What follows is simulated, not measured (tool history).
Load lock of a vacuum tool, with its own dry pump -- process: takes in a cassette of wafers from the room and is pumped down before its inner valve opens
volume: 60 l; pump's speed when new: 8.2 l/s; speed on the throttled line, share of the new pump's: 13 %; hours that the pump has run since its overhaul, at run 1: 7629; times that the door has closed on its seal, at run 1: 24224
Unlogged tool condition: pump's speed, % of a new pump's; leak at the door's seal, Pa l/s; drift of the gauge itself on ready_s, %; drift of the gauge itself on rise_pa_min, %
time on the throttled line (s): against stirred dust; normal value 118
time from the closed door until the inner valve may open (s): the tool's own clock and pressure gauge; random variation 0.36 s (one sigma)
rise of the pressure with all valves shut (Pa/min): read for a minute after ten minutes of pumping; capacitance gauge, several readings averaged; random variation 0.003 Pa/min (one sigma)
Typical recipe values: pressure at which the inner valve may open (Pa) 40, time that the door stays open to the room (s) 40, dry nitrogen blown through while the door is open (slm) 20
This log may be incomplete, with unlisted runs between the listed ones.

run	hour	time on the throttled line (s)	pressure at which the inner valve may open (Pa)	time that the door stays open to the room (s)	dry nitrogen blown through while the door is open (slm)	hours that the pump has run since its overhaul	times that the door has closed on its seal	incoming humidity of the room's air, %	time from the closed door until the inner valve may open (s)	rise of the pressure with all valves shut (Pa/min)
1	0	118	40	40	20	7629	24224	47.3	163.4	0.085
2	118.5	118	48	40	20	7748	24631	48.3	162.1	0.079
3	328.2	118	48	40	20	7957	25351	44.5	162.1	0.081
4	473.1	118	40	33	20	8102	25849	43.9	164.3	0.085
5	646.4	118	40	40	20	8276	26445	43.2	163.9	0.086
6	808.2	118	40	80	20	8437	27001	41.6	163.8	0.095
7	1020.6	118	40	40	20	8650	27730	44.4	164.5	0.089
8	1223.8	118	40	40	20	8853	28428	43.8	164.3	0.096
9	1376.5	118	40	40	20	9006	28953	46.7	164.6	0.098
10	1502.7	118	40	39	20	9132	29387	42.2	164.8	0.101
11	1698.9	118	40	39	20	9328	30061	46.2	164.8	0.106
12	1846.3	118	40	39	20	9475	30567	44.7	164.8	0.104
13	2028.1	118	68	127	20	9657	31192	44.7	160.5	0.119
14	2120.6	61	49	83	12	9750	31510	43.3	114.9	0.119
15	2298.8	169	30	107	7	9928	32122	45.4	210.7	0.141
16	2477.3	169	30	107	7	10106	32735	45.7	210.7	0.146
17	2687.2	68	66	100	13	10316	33457	44.7	118.6	0.136
18	2884.4	68	66	100	13	10514	34134	41.5	118	0.133
19	2997.9	115	40	40	5	10627	34524	40.6	162.6	0.126
# hour 3061.9: dry pump taken out, an overhauled one fitted
20	3104.7	145	28	183	20	43	34870	46.2	186.2	0.14
21	3219.5	64	35	40	20	158	35265	44.2	113.7	0.127
22	3401	153	46	91	15	339	35888	43.9	189.1	0.141

The next listed run, before its measurement:
23	3615.3	153	46	91	15	553	36625	43.8	?	?

Run 23 produced time from the closed door until the inner valve may open (s) 189.7, rise of the pressure with all valves shut (Pa/min) 0.145.
If the tool had no hidden condition, the same run with the same run-to-run variation would have returned time from the closed door until the inner valve may open (s) 189.8, rise of the pressure with all valves shut (Pa/min) 0.021.

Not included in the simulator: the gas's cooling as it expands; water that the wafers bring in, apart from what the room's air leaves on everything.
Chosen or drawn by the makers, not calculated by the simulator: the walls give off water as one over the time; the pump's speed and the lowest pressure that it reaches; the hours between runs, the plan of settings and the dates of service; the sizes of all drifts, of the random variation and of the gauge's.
